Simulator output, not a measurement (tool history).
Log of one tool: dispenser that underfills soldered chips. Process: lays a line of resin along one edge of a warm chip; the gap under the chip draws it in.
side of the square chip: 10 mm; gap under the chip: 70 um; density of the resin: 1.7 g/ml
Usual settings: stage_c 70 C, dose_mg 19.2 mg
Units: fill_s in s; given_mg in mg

run   hour  stage_c  dose_mg  fill_s  given_mg
  1    0.0       70     19.2    45.6     17.83
  2   11.2       70     19.2    41.6     17.62
  3   17.7       70     19.2    41.9     17.42
  4   23.1       70     19.2    49.0     17.61
  5   32.9       70     19.2    45.1     17.27
  6   41.3       70     19.2    45.8     17.37
  7   49.7       70     20.7    47.7     18.39
  8   54.8       70     20.7    44.2     18.37
  9   61.7       57     22.4    83.3     19.64
 10   68.0       79     22.8    28.6     20.02
 11   74.6       59     24.7    71.6     24.80
 12   82.7       69     22.4    42.7     22.18
 13   88.3       61     24.2    72.8     23.98
 14   94.6       76     23.1    34.9     22.54
 15   99.6       76     23.1    33.5     22.75
 16  109.5       76     23.1    37.1     22.69

Taken out of this log: 16 entries between the listed runs. Where each belongs, and how the hidden state differs across it:
Between runs 1 and 2: new syringe of resin (hour 3.2); new syringe of resin (hour 10.6)
  resin's viscosity, % of fresh resin's: 110.6 -> 100.8; dose that the valve gives, % of what is set: 92.66 -> 91.89; true chip temperature over the reading, C: -0.95 -> -0.99
  measured less the result without the state, fill_s: +6.6 -> +2.6 s; given_mg: -1.41 -> -1.55 mg
Between runs 2 and 3: new syringe of resin (hour 17.6)
  resin's viscosity, % of fresh resin's: 100.8 -> 100.7; dose that the valve gives, % of what is set: 91.89 -> 91.45; true chip temperature over the reading, C: -0.99 -> -1.02
  measured less the result without the state, fill_s: +2.6 -> +2.8 s; given_mg: -1.55 -> -1.63 mg
Between runs 4 and 5: new syringe of resin (hour 24.3); new syringe of resin (hour 31.0)
  resin's viscosity, % of fresh resin's: 116.1 -> 104.5; dose that the valve gives, % of what is set: 91.09 -> 90.49; true chip temperature over the reading, C: -1.04 -> -1.08
  measured less the result without the state, fill_s: +9.3 -> +4.7 s; given_mg: -1.73 -> -1.82 mg
Between runs 5 and 6: new syringe of resin (hour 38.0)
  resin's viscosity, % of fresh resin's: 104.5 -> 109.2; dose that the valve gives, % of what is set: 90.49 -> 89.92; true chip temperature over the reading, C: -1.08 -> -1.12
  measured less the result without the state, fill_s: +4.7 -> +6.6 s; given_mg: -1.82 -> -1.94 mg
Between runs 6 and 7: new syringe of resin (hour 44.7)
  resin's viscosity, % of fresh resin's: 109.2 -> 112.8; dose that the valve gives, % of what is set: 89.92 -> 89.31; true chip temperature over the reading, C: -1.12 -> -1.16
  measured less the result without the state, fill_s: +6.6 -> +8.1 s; given_mg: -1.94 -> -2.20 mg
Between runs 7 and 8: new syringe of resin (hour 52.2)
  resin's viscosity, % of fresh resin's: 112.8 -> 106.5; dose that the valve gives, % of what is set: 89.31 -> 88.96; true chip temperature over the reading, C: -1.16 -> -1.18
  measured less the result without the state, fill_s: +8.1 -> +5.4 s; given_mg: -2.20 -> -2.29 mg
Between runs 8 and 9: new syringe of resin (hour 59.4)
  resin's viscosity, % of fresh resin's: 106.5 -> 105; dose that the valve gives, % of what is set: 88.96 -> 88.55; true chip temperature over the reading, C: -1.18 -> -1.21
  measured less the result without the state, fill_s: +5.4 -> +9.3 s; given_mg: -2.29 -> -2.54 mg
Between runs 9 and 10: new syringe of resin (hour 66.6)
  resin's viscosity, % of fresh resin's: 105 -> 104.5; dose that the valve gives, % of what is set: 88.55 -> 88.08; true chip temperature over the reading, C: -1.21 -> -1.24
  measured less the result without the state, fill_s: +9.3 -> +2.9 s; given_mg: -2.54 -> -2.71 mg
Between runs 10 and 11: dispensing valve cleaned and set on the balance (hour 71.5); new syringe of resin (hour 74.6)
  resin's viscosity, % of fresh resin's: 104.5 -> 99.9; dose that the valve gives, % of what is set: 88.08 -> 99.87; true chip temperature over the reading, C: -1.24 -> -1.26
  measured less the result without the state, fill_s: +2.9 -> +4.3 s; given_mg: -2.71 -> -0.03 mg
Between runs 11 and 12: new syringe of resin (hour 82.2)
  resin's viscosity, % of fresh resin's: 99.9 -> 100.4; dose that the valve gives, % of what is set: 99.87 -> 99.29; true chip temperature over the reading, C: -1.26 -> -1.29
  measured less the result without the state, fill_s: +4.3 -> +2.7 s; given_mg: -0.03 -> -0.16 mg
Between runs 13 and 14: new syringe of resin (hour 89.4)
  resin's viscosity, % of fresh resin's: 116.6 -> 112.4; dose that the valve gives, % of what is set: 98.87 -> 98.44; true chip temperature over the reading, C: -1.32 -> -1.35
  measured less the result without the state, fill_s: +14.4 -> +5.8 s; given_mg: -0.27 -> -0.36 mg
Between runs 14 and 15: new syringe of resin (hour 96.5)
  resin's viscosity, % of fresh resin's: 112.4 -> 109; dose that the valve gives, % of what is set: 98.44 -> 98.12; true chip temperature over the reading, C: -1.35 -> -1.37
  measured less the result without the state, fill_s: +5.8 -> +4.7 s; given_mg: -0.36 -> -0.43 mg
Between runs 15 and 16: new syringe of resin (hour 103.5)
  resin's viscosity, % of fresh resin's: 109 -> 117.1; dose that the valve gives, % of what is set: 98.12 -> 97.47; true chip temperature over the reading, C: -1.37 -> -1.41
  measured less the result without the state, fill_s: +4.7 -> +7.4 s; given_mg: -0.43 -> -0.59 mg

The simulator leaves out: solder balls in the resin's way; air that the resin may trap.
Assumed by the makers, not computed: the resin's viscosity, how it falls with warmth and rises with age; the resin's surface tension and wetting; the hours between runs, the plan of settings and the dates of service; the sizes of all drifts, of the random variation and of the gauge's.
